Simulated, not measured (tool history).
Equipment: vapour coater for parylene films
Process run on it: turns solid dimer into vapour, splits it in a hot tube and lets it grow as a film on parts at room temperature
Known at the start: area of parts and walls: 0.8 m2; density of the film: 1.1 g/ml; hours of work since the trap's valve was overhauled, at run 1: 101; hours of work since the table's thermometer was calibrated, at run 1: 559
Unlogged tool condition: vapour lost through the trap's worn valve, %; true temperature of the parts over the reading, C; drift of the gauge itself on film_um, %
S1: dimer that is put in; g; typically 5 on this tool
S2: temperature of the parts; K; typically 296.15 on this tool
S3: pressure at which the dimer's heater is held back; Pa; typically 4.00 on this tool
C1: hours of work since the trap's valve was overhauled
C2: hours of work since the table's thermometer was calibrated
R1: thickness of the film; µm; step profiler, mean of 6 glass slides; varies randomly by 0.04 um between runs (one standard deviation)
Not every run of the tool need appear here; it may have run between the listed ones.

| run | hour | S1 | S2 | S3 | C1 | C2 | R1 |
|---|---|---|---|---|---|---|---|
| 1 | 0.0 | 5 | 296.15 | 4.00 | 101 | 559 | 4.33 |
| 2 | 40.2 | 5 | 296.15 | 4.00 | 126 | 584 | 4.40 |
| 3 | 68.3 | 5 | 296.15 | 4.00 | 144 | 602 | 4.35 |
| 4 | 109.0 | 5 | 296.15 | 4.91 | 169 | 627 | 4.27 |
| 5 | 135.6 | 5 | 296.15 | 4.91 | 186 | 644 | 4.26 |
| 6 | 166.5 | 5 | 296.15 | 4.91 | 205 | 663 | 4.28 |
| 7 | 189.6 | 5 | 296.15 | 4.91 | 220 | 678 | 4.25 |
| 8 | 233.7 | 5 | 296.15 | 4.00 | 247 | 705 | 4.35 |
| 9 | 259.6 | 5 | 296.15 | 4.00 | 264 | 721 | 4.32 |
| 10 | 303.9 | 2 | 296.15 | 4.00 | 291 | 749 | 1.70 |
| 11 | 348.0 | 2 | 296.15 | 4.00 | 319 | 777 | 1.73 |
|  | 374.3 | trap's valve overhauled |
| 12 | 395.6 | 2 | 296.15 | 4.00 | 13 | 804 | 1.73 |
| 13 | 428.9 | 2 | 296.15 | 4.00 | 34 | 825 | 1.75 |
| 14 | 463.2 | 2 | 296.15 | 4.00 | 56 | 846 | 1.76 |
| 15 | 501.7 | 5 | 296.15 | 11.12 | 80 | 870 | 3.90 |
| 16 | 542.1 | 5 | 296.15 | 11.12 | 105 | 895 | 3.92 |
| 17 | 584.9 | 5 | 296.15 | 11.12 | 132 | 922 | 3.89 |
| 18 | 622.4 | 5 | 296.15 | 11.12 | 155 | 945 | 3.88 |
| 19 | 663.6 | 5 | 296.15 | 11.12 | 181 | 971 | 3.87 |
| 20 | 707.4 | 3 | 301.15 | 4.33 | 208 | 999 | 2.22 |
| 21 | 751.3 | 5 | 294.15 | 2.64 | 235 | 1026 | 4.79 |
| 22 | 778.1 | 5 | 294.15 | 2.64 | 252 | 1043 | 4.86 |
| 23 | 796.2 | 8 | 294.15 | 11.58 | 264 | 1054 | 6.50 |
| 24 | 824.4 | 8 | 294.15 | 11.58 | 281 | 1072 | 6.46 |
| 25 | 863.3 | 3 | 292.15 | 3.70 | 305 | 1096 | 2.87 |
|  | 911.2 | trap's valve overhauled |
| 26 | 911.2 | 4 | 292.15 | 4.92 | 0 | 1123 | 3.76 |
| 27 | 930.8 | 3 | 293.15 | 4.92 | 12 | 1136 | 2.79 |
| 28 | 973.3 | 3 | 299.15 | 4.92 | 39 | 1162 | 2.37 |

Run 29 comes next. What will it give?
| 29 | 994.6 | 5 | 294.15 | 4.00 | 52 | 1175 | ? |

{"run 29": {"R1": 4.57}}
Were there no unlogged condition in the tool, this run, its random variation unchanged, would have produced R1 4.57 µm.
